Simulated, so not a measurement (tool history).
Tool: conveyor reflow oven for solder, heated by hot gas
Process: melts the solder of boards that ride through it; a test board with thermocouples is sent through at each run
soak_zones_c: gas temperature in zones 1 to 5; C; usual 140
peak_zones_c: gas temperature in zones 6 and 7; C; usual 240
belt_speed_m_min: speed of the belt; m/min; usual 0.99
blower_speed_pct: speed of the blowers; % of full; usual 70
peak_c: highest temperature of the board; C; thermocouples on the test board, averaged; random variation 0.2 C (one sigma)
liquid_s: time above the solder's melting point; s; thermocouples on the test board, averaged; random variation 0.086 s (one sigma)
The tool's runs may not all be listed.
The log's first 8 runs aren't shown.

run    hour  soak_zones_c  peak_zones_c  belt_speed_m_min  blower_speed_pct  peak_c  liquid_s
  9   371.4           145           233              0.99                70   217.3     38.23
 10   400.7           140           241              0.99                70   223.8     39.78
 11   459.3           140           240              0.99                70     223     39.31
      508.3  -- thermocouples of zones 6 and 7 changed
 12   514.2           140           240              0.99                70     223     39.14
 13   560.3           140           240              0.99                70   223.1      39.3
 14   602.4           140           240              0.99                70     223      39.2
      644.9  -- flux residue cleaned out of gas plates and filters
 15   663.2           140           240              0.99                70   222.9     39.26
 16   700.8           140           240              0.99                70   223.4      39.2
 17   742.3           140           240              0.99                70   222.9     39.26
 18     803           146           240              0.99                66   223.4     40.87
 19   851.3           146           240              0.99                66   222.9     40.55
 20   885.7           140           254              0.99                70   235.3     43.89
 21   930.5           150           240              0.99                70   224.8     42.46
 22   975.1           140           240             0.844                70   227.5     48.73
     1000.7  -- belt drive overhauled, speed set with a stopwatch
 23  1011.5           155           252             1.002                70   235.8     46.66
 24    1064           140           235             0.815                68   223.5     48.66
 25  1112.1           140           234              0.99                70   217.6     36.97
 26    1171           150           234              0.99                51   214.4     37.12
     1180.8  -- flux residue cleaned out of gas plates and filters
 27    1206           142           250             0.985                60   229.4     42.34
 28  1238.3           148           240             0.825                70   229.2     52.58
 29  1269.6           148           240             0.825                70   229.6     52.56
 30  1294.7           130           254             0.862                75   239.8     49.83

Forecast each of these 4 alternatives for the next run:
  A  1345           140           240             1.126                75       ?         ?
  B  1345           135           254             0.862                75       ?         ?
  C  1345           140           241             0.929                70       ?         ?
  D  1345           140           238             1.168                70       ?         ?

run  peak_c  liquid_s
  A   219.8      33.1
  B   240.5     50.99
  C     226     43.28
  D     215      29.8
Without the tool's hidden state the same runs would have given:
run  peak_c  liquid_s
  A   219.9     33.12
  B   240.5     50.99
  C     226     43.29
  D   215.1     29.82
